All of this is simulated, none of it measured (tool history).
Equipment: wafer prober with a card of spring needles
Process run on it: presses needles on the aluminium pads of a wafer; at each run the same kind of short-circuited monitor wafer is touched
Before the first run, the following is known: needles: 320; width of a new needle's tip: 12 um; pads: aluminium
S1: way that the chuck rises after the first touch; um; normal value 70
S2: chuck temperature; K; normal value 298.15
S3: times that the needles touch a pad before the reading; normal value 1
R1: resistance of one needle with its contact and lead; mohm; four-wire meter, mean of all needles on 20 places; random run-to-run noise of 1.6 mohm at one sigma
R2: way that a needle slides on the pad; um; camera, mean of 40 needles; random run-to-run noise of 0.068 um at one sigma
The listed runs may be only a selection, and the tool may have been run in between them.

run   hour  S1      S2  S3   R1     R2
  1    0.0  70  298.15   1  154  11.55
       1.9  -- tips cleaned on abrasive film
  2    7.8  70  298.15   1  155  11.45
      14.8  -- tips cleaned on abrasive film
  3   14.9  70  298.15   3  156  11.65
  4   23.2  70  298.15   3  152  11.57
      27.7  -- tips cleaned on abrasive film
  5   27.9  70  309.15   1  154  11.50
  6   35.9  70  309.15   1  159  11.41
      40.6  -- tips cleaned on abrasive film
  7   41.5  70  309.15   1  155  11.48
  8   47.0  70  309.15   1  158  11.57
  9   51.7  70  309.15   1  158  11.55
      53.7  -- tips cleaned on abrasive film
 10   57.0  70  309.15   1  158  11.39
 11   61.6  70  309.15   1  159  11.51
      66.8  -- tips cleaned on abrasive film
 12   70.2  70  309.15   1  158  11.38
 13   76.8  70  298.15   1  152  11.34
      79.7  -- tips cleaned on abrasive film
 14   85.0  70  298.15   1  154  11.53
 15   91.6  70  298.15   1  156  11.35
      93.0  -- tips cleaned on abrasive film
 16  100.3  70  298.15   1  155  11.40
     106.1  -- tips cleaned on abrasive film
 17  108.7  70  298.15   1  156  11.40
 18  114.2  54  338.15   1  164   8.74
     119.4  -- tips cleaned on abrasive film
 19  119.7  57  301.15   1  154   9.26
 20  128.1  57  313.15   1  158   9.31
     132.5  -- tips cleaned on abrasive film
 21  133.0  57  313.15   1  158   9.26
 22  140.7  80  298.15   1  155  13.01
     145.2  -- tips cleaned on abrasive film
 23  149.8  70  335.15   2  160  11.32
 24  153.7  70  303.15   2  153  11.39
     158.1  -- tips cleaned on abrasive film
 25  159.3  70  303.15   3  156  11.26
 26  164.4  70  370.15   2  170  11.43
     170.8  -- tips cleaned on abrasive film
 27  170.8  64  356.15   1  165  10.30
 28  178.0  77  323.15   2  162  12.52
 29  182.7  55  298.15   1  155   8.92
     183.9  -- tips cleaned on abrasive film
 30  187.9  55  298.15   3  158   8.94
 31  192.4  72  357.15   1  168  11.48
     197.1  -- tips cleaned on abrasive film
 32  201.6  52  298.15   2  157   8.40

Here are 4 independent what-if runs from the current tool condition. What would each one return?
  A  205.6  70  386.15   2   ?   ?
  B  205.6  70  384.15   1   ?   ?
  C  205.6  69  368.15   2   ?   ?
  D  205.6  75  298.15   2   ?   ?

run   R1     R2
  A  174  11.29
  B  172  11.19
  C  168  11.05
  D  153  12.10
With no hidden state in the tool, these same runs would have given:
run   R1     R2
  A  174  11.59
  B  171  11.49
  C  167  11.35
  D  152  12.42

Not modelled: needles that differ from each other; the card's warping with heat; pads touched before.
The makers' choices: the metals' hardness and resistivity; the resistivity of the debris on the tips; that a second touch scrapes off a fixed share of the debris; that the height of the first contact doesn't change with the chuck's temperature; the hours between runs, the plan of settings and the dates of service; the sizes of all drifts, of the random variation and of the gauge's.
